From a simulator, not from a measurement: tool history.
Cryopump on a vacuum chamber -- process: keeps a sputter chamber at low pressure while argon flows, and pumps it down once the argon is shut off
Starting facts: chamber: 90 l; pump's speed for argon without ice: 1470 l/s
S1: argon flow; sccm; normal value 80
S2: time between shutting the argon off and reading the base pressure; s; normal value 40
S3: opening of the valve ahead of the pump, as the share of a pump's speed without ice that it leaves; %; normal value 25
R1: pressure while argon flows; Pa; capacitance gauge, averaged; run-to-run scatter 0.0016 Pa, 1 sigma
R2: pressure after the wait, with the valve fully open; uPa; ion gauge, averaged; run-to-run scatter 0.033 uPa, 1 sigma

{"run": 1, "day": 0.0, "S1": 80, "S2": 40, "S3": 25, "R1": 0.3724, "R2": 2.03}
{"run": 2, "day": 0.588, "S1": 80, "S2": 40, "S3": 25, "R1": 0.3696, "R2": 2}
{"run": 3, "day": 1.025, "S1": 112, "S2": 40, "S3": 25, "R1": 0.516, "R2": 1.93}
{"run": 4, "day": 1.467, "S1": 80, "S2": 40, "S3": 25, "R1": 0.3682, "R2": 1.92}
{"run": 5, "day": 1.975, "S1": 80, "S2": 40, "S3": 25, "R1": 0.3726, "R2": 2}
{"run": 6, "day": 2.662, "S1": 80, "S2": 40, "S3": 25, "R1": 0.3735, "R2": 1.97}
{"run": 7, "day": 3.312, "S1": 80, "S2": 40, "S3": 25, "R1": 0.3685, "R2": 1.99}
{"run": 8, "day": 3.917, "S1": 80, "S2": 40, "S3": 25, "R1": 0.3695, "R2": 2}
{"run": 9, "day": 4.3, "S1": 56, "S2": 40, "S3": 25, "R1": 0.2624, "R2": 2.05}
{"run": 10, "day": 4.633, "S1": 56, "S2": 40, "S3": 25, "R1": 0.2606, "R2": 1.99}
{"run": 11, "day": 5.229, "S1": 56, "S2": 40, "S3": 25, "R1": 0.263, "R2": 2.08}
{"run": 12, "day": 5.854, "S1": 80, "S2": 40, "S3": 25, "R1": 0.3708, "R2": 1.98}
{"run": 13, "day": 6.233, "S1": 34, "S2": 40, "S3": 15, "R1": 0.2625, "R2": 2.03}
{"run": 14, "day": 6.796, "S1": 34, "S2": 40, "S3": 15, "R1": 0.263, "R2": 2.01}
{"run": 15, "day": 7.3, "S1": 34, "S2": 36, "S3": 17, "R1": 0.2306, "R2": 2.21}
{"run": 16, "day": 7.783, "S1": 89, "S2": 202, "S3": 27, "R1": 0.386, "R2": 0.81}
{"run": 17, "day": 8.462, "S1": 108, "S2": 72, "S3": 27, "R1": 0.4712, "R2": 1.39}
{"run": 18, "day": 8.846, "S1": 80, "S2": 40, "S3": 38, "R1": 0.2495, "R2": 2.13}
{"run": 19, "day": 9.2, "S1": 102, "S2": 40, "S3": 20, "R1": 0.5955, "R2": 2.06}
{"run": 20, "day": 9.55, "S1": 102, "S2": 40, "S3": 54, "R1": 0.2268, "R2": 2.11}
{"run": 21, "day": 9.988, "S1": 65, "S2": 99, "S3": 32, "R1": 0.24, "R2": 1.18}
{"run": 22, "day": 10.583, "S1": 86, "S2": 45, "S3": 25, "R1": 0.4052, "R2": 1.89}
{"run": 23, "day": 11.096, "S1": 86, "S2": 45, "S3": 25, "R1": 0.4067, "R2": 1.9}

Each row is a separate what-if for the run after 23, all from the same tool condition, not one after another. Results?
{"run": "A", "day": 11.471, "S1": 80, "S2": 40, "S3": 16, "R1": "?", "R2": "?"}
{"run": "B", "day": 11.471, "S1": 80, "S2": 44, "S3": 20, "R1": "?", "R2": "?"}
{"run": "C", "day": 11.471, "S1": 108, "S2": 215, "S3": 25, "R1": "?", "R2": "?"}
{"run": "D", "day": 11.471, "S1": 80, "S2": 262, "S3": 25, "R1": "?", "R2": "?"}

run=A R1=0.586 R2=2.05
run=B R1=0.4689 R2=1.99
run=C R1=0.5087 R2=0.85
run=D R1=0.3751 R2=0.77
Take away the tool's hidden state, keep each run's random variation, and the runs would have read:
run=A R1=0.5769 R2=1.7
run=B R1=0.4597 R2=1.63
run=C R1=0.4964 R2=0.5
run=D R1=0.366 R2=0.42
